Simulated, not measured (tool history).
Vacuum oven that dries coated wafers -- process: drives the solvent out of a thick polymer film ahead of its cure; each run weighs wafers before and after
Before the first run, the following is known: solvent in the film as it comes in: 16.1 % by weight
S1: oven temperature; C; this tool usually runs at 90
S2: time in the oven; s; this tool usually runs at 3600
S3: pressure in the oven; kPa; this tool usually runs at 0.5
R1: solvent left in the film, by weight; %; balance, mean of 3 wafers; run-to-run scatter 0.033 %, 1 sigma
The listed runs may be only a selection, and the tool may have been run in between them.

| run | day | S1 | S2 | S3 | R1 |
|---|---|---|---|---|---|
| 1 | 0.000 | 90 | 3600 | 0.5 | 1.17 |
| 2 | 2.158 | 90 | 5340 | 0.5 | 0.60 |
| 3 | 4.512 | 90 | 5340 | 0.5 | 0.71 |
| 4 | 7.700 | 90 | 5340 | 0.5 | 0.69 |
| 5 | 12.229 | 90 | 5340 | 0.5 | 0.69 |
| 6 | 15.833 | 90 | 5340 | 0.5 | 0.77 |

Forecast run 7:
| 7 | 18.983 | 90 | 3600 | 0.5 | ? |

{"run 7": {"R1": 1.23}}
If the tool had no hidden condition, the same run with the same run-to-run variation would have returned R1 0.95 %.
